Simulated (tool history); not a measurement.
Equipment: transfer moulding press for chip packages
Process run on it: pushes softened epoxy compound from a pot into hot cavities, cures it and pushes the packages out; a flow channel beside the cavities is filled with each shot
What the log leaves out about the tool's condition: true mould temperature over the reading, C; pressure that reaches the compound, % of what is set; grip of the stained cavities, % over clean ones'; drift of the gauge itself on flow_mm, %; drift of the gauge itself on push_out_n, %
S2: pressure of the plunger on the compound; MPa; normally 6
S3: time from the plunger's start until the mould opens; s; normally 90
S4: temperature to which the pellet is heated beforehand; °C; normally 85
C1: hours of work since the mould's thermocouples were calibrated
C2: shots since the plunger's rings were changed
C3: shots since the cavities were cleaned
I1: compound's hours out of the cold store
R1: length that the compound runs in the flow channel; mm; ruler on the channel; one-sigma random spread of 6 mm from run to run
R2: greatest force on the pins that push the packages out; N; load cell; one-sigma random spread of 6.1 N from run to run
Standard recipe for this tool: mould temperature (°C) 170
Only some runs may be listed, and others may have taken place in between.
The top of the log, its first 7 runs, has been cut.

Run 8, hour 152.2: usual settings but S3 94 s; C1 419; C2 1489; C3 286; I1 26.2. Result: R1 647 mm, R2 306 N.
Run 9, hour 165.3: usual settings but S3 94 s; C1 425; C2 1609; C3 406; I1 16.6. Result: R1 678 mm, R2 341 N.
Run 10, hour 193.4: usual settings but mould temperature (°C) 177, S3 94 s; C1 437; C2 1868; C3 665; I1 23.8. Result: R1 640 mm, R2 301 N.
Run 11, hour 210.2: usual settings; C1 445; C2 2023; C3 820; I1 24.2. Result: R1 645 mm, R2 426 N.
Run 12, hour 233.9: usual settings; C1 456; C2 2241; C3 1038; I1 11.5. Result: R1 679 mm, R2 449 N.
At hour 253.6: cavities cleaned with cleaning compound and waxed.
Run 13, hour 255.5: usual settings but mould temperature (°C) 178; C1 465; C2 2427; C3 18; I1 44.4. Result: R1 579 mm, R2 192 N.
Run 14, hour 274: usual settings but mould temperature (°C) 178; C1 473; C2 2597; C3 188; I1 29.6. Result: R1 614 mm, R2 239 N.
Run 15, hour 287.5: usual settings; C1 479; C2 2721; C3 312; I1 23.3. Result: R1 636 mm, R2 360 N.
Run 16, hour 306.3: usual settings but S2 5.14 MPa, S3 88 s, S4 76 °C; C1 488; C2 2895; C3 486; I1 16.1. Result: R1 615 mm, R2 433 N.
Run 17, hour 324.7: usual settings but S3 125 s, S4 81 °C; C1 496; C2 3063; C3 654; I1 40.8. Result: R1 593 mm, R2 303 N.
Run 18, hour 339.1: usual settings but S3 125 s, S4 81 °C; C1 503; C2 3196; C3 787; I1 44.9. Result: R1 588 mm, R2 305 N.
Run 19, hour 366.4: usual settings but S3 125 s, S4 81 °C; C1 515; C2 3448; C3 1039; I1 16.6. Result: R1 666 mm, R2 325 N.
At hour 382.2: mould's thermocouples calibrated.
Run 20, hour 383.4: usual settings but S3 125 s, S4 81 °C; C1 1; C2 3586; C3 1177; I1 39.5. Result: R1 597 mm, R2 314 N.
At hour 387.9: cavities cleaned with cleaning compound and waxed.
Run 21, hour 404: usual settings but S2 5.14 MPa, S3 99 s, S4 94 °C; C1 9; C2 3762; C3 148; I1 41.4. Result: R1 547 mm, R2 254 N.
Run 22, hour 415.6: usual settings but S2 5.14 MPa, S3 129 s, S4 94 °C; C1 14; C2 3868; C3 254; I1 8.3. Result: R1 614 mm, R2 240 N.
Run 23, hour 438: usual settings but mould temperature (°C) 174, S2 5.81 MPa, S3 100 s, S4 82 °C; C1 24; C2 4074; C3 460; I1 17.3. Result: R1 624 mm, R2 281 N.
Run 24, hour 456.7: usual settings but mould temperature (°C) 174, S2 5.81 MPa, S3 100 s, S4 82 °C; C1 33; C2 4247; C3 633; I1 14.7. Result: R1 634 mm, R2 298 N.
At hour 473.4: plunger's sealing rings changed.
Run 25, hour 476.1: usual settings but mould temperature (°C) 163, S2 5.08 MPa, S3 119 s; C1 41; C2 25; C3 789; I1 21.7. Result: R1 641 mm, R2 362 N.
Run 26, hour 503.4: usual settings but mould temperature (°C) 173, S2 7.41 MPa; C1 53; C2 276; C3 1040; I1 9.1. Result: R1 782 mm, R2 377 N.
At hour 523.2: cavities cleaned with cleaning compound and waxed.
Run 27, hour 526.8: usual settings but mould temperature (°C) 173, S2 7.41 MPa; C1 63; C2 478; C3 34; I1 14.9. Result: R1 746 mm, R2 217 N.
Run 28, hour 551.3: usual settings but mould temperature (°C) 166, S2 4.91 MPa; C1 74; C2 703; C3 259; I1 42.2. Result: R1 564 mm, R2 383 N.
Run 29, hour 576.2: usual settings but mould temperature (°C) 166, S2 4.91 MPa, S3 104 s, S4 94 °C; C1 85; C2 933; C3 489; I1 43.1. Result: R1 559 mm, R2 332 N.
Run 30, hour 602.4: usual settings but S3 77 s; C1 97; C2 1174; C3 730; I1 14.6. Result: R1 674 mm, R2 549 N.

Each row is a separate what-if for the run after 30, all from the same tool condition, not one after another. Results?
Run A, hour 628.6: usual settings; C1 109; C2 1416; C3 972; I1 15.9. Result: R1 ?, R2 ?.
Run B, hour 628.6: usual settings but mould temperature (°C) 165, S3 89 s, S4 89 °C; C1 109; C2 1416; C3 972; I1 33.4. Result: R1 ?, R2 ?.
Run C, hour 628.6: usual settings but S2 5.12 MPa, S3 89 s, S4 86 °C; C1 109; C2 1416; C3 972; I1 38.3. Result: R1 ?, R2 ?.

run   R1   R2
  A  677  439
  B  649  583
  C  570  419
Without the tool's unlogged condition, the same runs would have read:
run   R1   R2
  A  689  239
  B  661  321
  C  580  233
